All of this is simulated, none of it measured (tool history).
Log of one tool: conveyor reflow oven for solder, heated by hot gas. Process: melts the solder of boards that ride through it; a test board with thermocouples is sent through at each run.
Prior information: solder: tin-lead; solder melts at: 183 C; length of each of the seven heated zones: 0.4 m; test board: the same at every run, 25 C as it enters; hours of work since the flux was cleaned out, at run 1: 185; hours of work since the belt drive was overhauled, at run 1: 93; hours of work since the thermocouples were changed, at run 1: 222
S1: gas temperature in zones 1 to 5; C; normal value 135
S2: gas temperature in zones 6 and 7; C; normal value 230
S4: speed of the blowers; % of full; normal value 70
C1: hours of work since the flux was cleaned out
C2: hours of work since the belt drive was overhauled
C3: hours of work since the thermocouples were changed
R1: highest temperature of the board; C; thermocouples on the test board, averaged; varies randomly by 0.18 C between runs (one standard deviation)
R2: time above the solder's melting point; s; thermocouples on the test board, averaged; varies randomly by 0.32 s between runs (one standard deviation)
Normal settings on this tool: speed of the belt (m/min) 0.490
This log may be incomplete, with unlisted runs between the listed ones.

run 1 hour=0.0 | S1=135 S2=230 speed_of_the_belt_(m/min)=0.490 S4=70 | C1=185 C2=93 C3=222 | R1=218.3 R2=75.2
run 2 hour=10.1 | S1=135 S2=230 speed_of_the_belt_(m/min)=0.490 S4=70 | C1=190 C2=98 C3=226 | R1=218.4 R2=74.4
run 3 hour=22.2 | S1=135 S2=230 speed_of_the_belt_(m/min)=0.490 S4=70 | C1=195 C2=103 C3=232 | R1=218.2 R2=75.1
run 4 hour=36.3 | S1=135 S2=230 speed_of_the_belt_(m/min)=0.490 S4=70 | C1=202 C2=110 C3=239 | R1=218.7 R2=74.7
run 5 hour=49.5 | S1=135 S2=230 speed_of_the_belt_(m/min)=0.490 S4=70 | C1=208 C2=116 C3=245 | R1=218.1 R2=75.4
run 6 hour=59.5 | S1=135 S2=230 speed_of_the_belt_(m/min)=0.490 S4=70 | C1=213 C2=121 C3=250 | R1=218.4 R2=75.1
run 7 hour=73.9 | S1=135 S2=230 speed_of_the_belt_(m/min)=0.490 S4=70 | C1=220 C2=128 C3=257 | R1=218.6 R2=75.0
-- hour=80.9 flux residue cleaned out of gas plates and filters
run 8 hour=85.9 | S1=135 S2=230 speed_of_the_belt_(m/min)=0.490 S4=70 | C1=2 C2=131 C3=260 | R1=218.5 R2=75.0
run 9 hour=98.7 | S1=135 S2=230 speed_of_the_belt_(m/min)=0.529 S4=70 | C1=8 C2=137 C3=266 | R1=216.5 R2=67.0
run 10 hour=107.4 | S1=135 S2=230 speed_of_the_belt_(m/min)=0.529 S4=70 | C1=13 C2=142 C3=270 | R1=216.6 R2=66.6
run 11 hour=116.8 | S1=135 S2=230 speed_of_the_belt_(m/min)=0.529 S4=70 | C1=17 C2=146 C3=275 | R1=216.3 R2=66.7
run 12 hour=129.2 | S1=135 S2=230 speed_of_the_belt_(m/min)=0.490 S4=70 | C1=23 C2=152 C3=281 | R1=218.4 R2=74.8
run 13 hour=140.2 | S1=135 S2=230 speed_of_the_belt_(m/min)=0.440 S4=70 | C1=28 C2=157 C3=286 | R1=221.1 R2=87.5
run 14 hour=150.3 | S1=135 S2=230 speed_of_the_belt_(m/min)=0.414 S4=70 | C1=33 C2=162 C3=291 | R1=222.5 R2=94.3
run 15 hour=158.3 | S1=121 S2=234 speed_of_the_belt_(m/min)=0.415 S4=87 | C1=37 C2=166 C3=295 | R1=228.0 R2=94.8
run 16 hour=165.0 | S1=135 S2=230 speed_of_the_belt_(m/min)=0.455 S4=68 | C1=40 C2=169 C3=298 | R1=219.7 R2=82.7
run 17 hour=177.5 | S1=135 S2=232 speed_of_the_belt_(m/min)=0.401 S4=68 | C1=46 C2=175 C3=304 | R1=224.4 R2=99.2
run 18 hour=191.0 | S1=143 S2=231 speed_of_the_belt_(m/min)=0.551 S4=70 | C1=53 C2=182 C3=310 | R1=217.6 R2=68.0
run 19 hour=199.3 | S1=135 S2=230 speed_of_the_belt_(m/min)=0.454 S4=62 | C1=57 C2=185 C3=314 | R1=218.5 R2=81.5
run 20 hour=207.6 | S1=145 S2=226 speed_of_the_belt_(m/min)=0.548 S4=61 | C1=60 C2=189 C3=318 | R1=210.8 R2=62.6
run 21 hour=217.6 | S1=130 S2=242 speed_of_the_belt_(m/min)=0.533 S4=70 | C1=65 C2=194 C3=323 | R1=226.3 R2=72.4
run 22 hour=231.1 | S1=130 S2=242 speed_of_the_belt_(m/min)=0.533 S4=70 | C1=72 C2=201 C3=329 | R1=226.2 R2=72.4
run 23 hour=245.2 | S1=121 S2=230 speed_of_the_belt_(m/min)=0.563 S4=70 | C1=78 C2=207 C3=336 | R1=212.4 R2=53.7

Below are 5 alternative next runs, each starting from the tool's condition after run 23. Predict each:
run A hour=258.2 | S1=121 S2=230 speed_of_the_belt_(m/min)=0.462 S4=70 | C1=85 C2=214 C3=342 | R1=? R2=?
run B hour=258.2 | S1=121 S2=234 speed_of_the_belt_(m/min)=0.542 S4=70 | C1=85 C2=214 C3=342 | R1=? R2=?
run C hour=258.2 | S1=121 S2=230 speed_of_the_belt_(m/min)=0.414 S4=65 | C1=85 C2=214 C3=342 | R1=? R2=?
run D hour=258.2 | S1=121 S2=243 speed_of_the_belt_(m/min)=0.448 S4=70 | C1=85 C2=214 C3=342 | R1=? R2=?
run E hour=258.2 | S1=135 S2=244 speed_of_the_belt_(m/min)=0.563 S4=65 | C1=85 C2=214 C3=342 | R1=? R2=?

run=A R1=218.4 R2=74.1
run=B R1=216.9 R2=61.4
run=C R1=220.0 R2=85.0
run=D R1=231.9 R2=87.9
run=E R1=225.2 R2=69.2
With the hidden condition removed and each run's random variation left untouched, the same runs would have given:
run=A R1=218.4 R2=74.1
run=B R1=216.8 R2=61.4
run=C R1=220.0 R2=84.9
run=D R1=231.8 R2=87.9
run=E R1=225.1 R2=69.2

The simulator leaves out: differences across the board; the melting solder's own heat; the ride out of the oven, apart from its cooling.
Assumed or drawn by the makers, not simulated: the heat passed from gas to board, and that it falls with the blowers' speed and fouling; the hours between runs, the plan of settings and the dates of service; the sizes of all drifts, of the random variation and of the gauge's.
